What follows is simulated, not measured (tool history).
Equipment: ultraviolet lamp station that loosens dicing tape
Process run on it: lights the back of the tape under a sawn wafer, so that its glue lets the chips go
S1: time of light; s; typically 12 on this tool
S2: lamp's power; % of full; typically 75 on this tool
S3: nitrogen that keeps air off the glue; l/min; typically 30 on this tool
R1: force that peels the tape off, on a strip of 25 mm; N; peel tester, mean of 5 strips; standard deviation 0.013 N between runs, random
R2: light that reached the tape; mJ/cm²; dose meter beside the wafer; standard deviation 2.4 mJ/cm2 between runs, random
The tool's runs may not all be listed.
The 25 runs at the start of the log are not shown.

Run 26, hour 1172.7: usual settings but S1 18 s, S3 35 l/min. Result: R1 0.459 N, R2 296 mJ/cm².
Run 27, hour 1231.7: usual settings but S1 16 s, S2 66 % of full, S3 36 l/min. Result: R1 0.662 N, R2 229 mJ/cm².
At hour 1270.2: window cleaned of glue's vapour.
Run 28, hour 1288.5: usual settings but S1 19 s, S3 52 l/min. Result: R1 0.325 N, R2 326 mJ/cm².
Run 29, hour 1319.3: usual settings but S2 77 % of full, S3 20 l/min. Result: R1 0.99 N, R2 212 mJ/cm².
Run 30, hour 1365.1: usual settings but S1 13 s, S2 77 % of full, S3 26 l/min. Result: R1 0.8 N, R2 225 mJ/cm².
Run 31, hour 1403.6: usual settings but S1 14 s, S2 61 % of full, S3 48 l/min. Result: R1 0.758 N, R2 190 mJ/cm².
Run 32, hour 1452.6: usual settings but S2 61 % of full, S3 40 l/min. Result: R1 0.988 N, R2 156 mJ/cm².
Run 33, hour 1509.5: usual settings but S2 61 % of full, S3 40 l/min. Result: R1 1.042 N, R2 159 mJ/cm².
Run 34, hour 1550.3: usual settings but S1 11 s, S2 94 % of full. Result: R1 0.765 N, R2 218 mJ/cm².
Run 35, hour 1581.2: usual settings but S1 15 s, S2 99 % of full, S3 58 l/min. Result: R1 0.352 N, R2 309 mJ/cm².
Run 36, hour 1613: usual settings but S1 15 s, S2 99 % of full, S3 58 l/min. Result: R1 0.35 N, R2 305 mJ/cm².
Run 37, hour 1642.2: usual settings but S1 23 s, S2 92 % of full, S3 36 l/min. Result: R1 0.272 N, R2 431 mJ/cm².
Run 38, hour 1701.6: usual settings but S2 82 % of full, S3 56 l/min. Result: R1 0.668 N, R2 198 mJ/cm².
Run 39, hour 1758.6: usual settings but S2 82 % of full, S3 56 l/min. Result: R1 0.694 N, R2 193 mJ/cm².
Run 40, hour 1790.7: usual settings but S2 82 % of full, S3 56 l/min. Result: R1 0.678 N, R2 192 mJ/cm².
Run 41, hour 1822.6: usual settings but S1 9 s, S3 29 l/min. Result: R1 1.38 N, R2 132 mJ/cm².
Run 42, hour 1854: usual settings but S1 19 s, S2 80 % of full, S3 34 l/min. Result: R1 0.461 N, R2 290 mJ/cm².

Branching from run 42: 4 alternative next runs. What would each branch give?
Run A, hour 1903.9: usual settings but S2 61 % of full, S3 25 l/min. Result: R1 ?, R2 ?.
Run B, hour 1903.9: usual settings but S1 19 s, S2 80 % of full, S3 10 l/min. Result: R1 ?, R2 ?.
Run C, hour 1903.9: usual settings but S2 63 % of full, S3 40 l/min. Result: R1 ?, R2 ?.
Run D, hour 1903.9: usual settings but S1 21 s, S2 78 % of full, S3 16 l/min. Result: R1 ?, R2 ?.

run     R1   R2
  A  1.441  136
  B  0.969  281
  C  1.126  143
  D  0.687  306
The same runs, with their run-to-run variation unchanged, on a tool lacking any hidden condition would have given:
run     R1   R2
  A  0.912  207
  B  0.549  428
  C  0.663  216
  D  0.376  464
